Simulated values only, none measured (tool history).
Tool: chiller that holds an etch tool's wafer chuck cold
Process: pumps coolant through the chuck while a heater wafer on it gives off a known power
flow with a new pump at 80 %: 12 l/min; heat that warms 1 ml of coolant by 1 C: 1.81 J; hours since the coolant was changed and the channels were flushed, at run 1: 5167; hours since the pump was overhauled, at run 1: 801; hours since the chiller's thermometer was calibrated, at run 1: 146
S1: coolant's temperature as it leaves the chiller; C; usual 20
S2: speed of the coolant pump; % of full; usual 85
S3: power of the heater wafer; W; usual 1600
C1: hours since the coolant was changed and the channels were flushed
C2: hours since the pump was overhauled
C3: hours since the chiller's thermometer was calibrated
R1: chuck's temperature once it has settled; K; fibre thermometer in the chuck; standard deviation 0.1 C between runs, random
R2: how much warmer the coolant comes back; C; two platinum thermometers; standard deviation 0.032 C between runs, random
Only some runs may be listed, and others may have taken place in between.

run 1 day=0 | S1=20 S2=85 S3=1600 | C1=5167 C2=801 C3=146 | R1=305.55 R2=4.1
run 2 day=0.792 | S1=20 S2=85 S3=1600 | C1=5186 C2=820 C3=165 | R1=305.45 R2=4.17
run 3 day=1.692 | S1=20 S2=87 S3=1600 | C1=5208 C2=841 C3=187 | R1=305.25 R2=4.09
run 4 day=2.929 | S1=20 S2=87 S3=1600 | C1=5237 C2=871 C3=216 | R1=305.25 R2=4.03
run 5 day=4.133 | S1=20 S2=87 S3=1600 | C1=5266 C2=900 C3=245 | R1=305.15 R2=4.14
run 6 day=5.667 | S1=20 S2=87 S3=1600 | C1=5303 C2=937 C3=282 | R1=305.25 R2=4.16
run 7 day=7.396 | S1=20 S2=85 S3=1600 | C1=5345 C2=978 C3=323 | R1=305.35 R2=4.22
run 8 day=8.421 | S1=20 S2=85 S3=1600 | C1=5369 C2=1003 C3=348 | R1=305.45 R2=4.24
run 9 day=9.212 | S1=16 S2=78 S3=2192 | C1=5388 C2=1022 C3=367 | R1=307.05 R2=6.39
run 10 day=10.079 | S1=20 S2=76 S3=1122 | C1=5409 C2=1043 C3=388 | R1=302.65 R2=3.38
run 11 day=11.692 | S1=12 S2=76 S3=2291 | C1=5448 C2=1081 C3=427 | R1=304.25 R2=6.81
run 12 day=12.65 | S1=12 S2=76 S3=2291 | C1=5471 C2=1104 C3=450 | R1=304.25 R2=6.82
run 13 day=14.4 | S1=29 S2=79 S3=945 | C1=5513 C2=1146 C3=492 | R1=309.85 R2=2.86
run 14 day=16.171 | S1=17 S2=67 S3=2021 | C1=5555 C2=1189 C3=534 | R1=308.75 R2=7
run 15 day=17.625 | S1=17 S2=67 S3=2021 | C1=5590 C2=1224 C3=569 | R1=308.75 R2=7.08

Alternative continuations, all from the tool just after run 15; predict every row:
run A day=19.154 | S1=20 S2=85 S3=1272 | C1=5627 C2=1260 C3=606 | R1=? R2=?
run B day=19.154 | S1=20 S2=89 S3=1600 | C1=5627 C2=1260 C3=606 | R1=? R2=?
run C day=19.154 | S1=11 S2=67 S3=2021 | C1=5627 C2=1260 C3=606 | R1=? R2=?
run D day=19.154 | S1=22 S2=86 S3=1723 | C1=5627 C2=1260 C3=606 | R1=? R2=?
run E day=19.154 | S1=17 S2=88 S3=1007 | C1=5627 C2=1260 C3=606 | R1=? R2=?

run=A R1=302.95 R2=3.5
run=B R1=305.05 R2=4.22
run=C R1=302.65 R2=7.05
run=D R1=308.35 R2=4.63
run=E R1=297.65 R2=2.77
With no hidden state in the tool, these same runs would have given:
run=A R1=302.85 R2=3.23
run=B R1=305.05 R2=3.95
run=C R1=302.65 R2=6.78
run=D R1=308.35 R2=4.36
run=E R1=297.65 R2=2.5
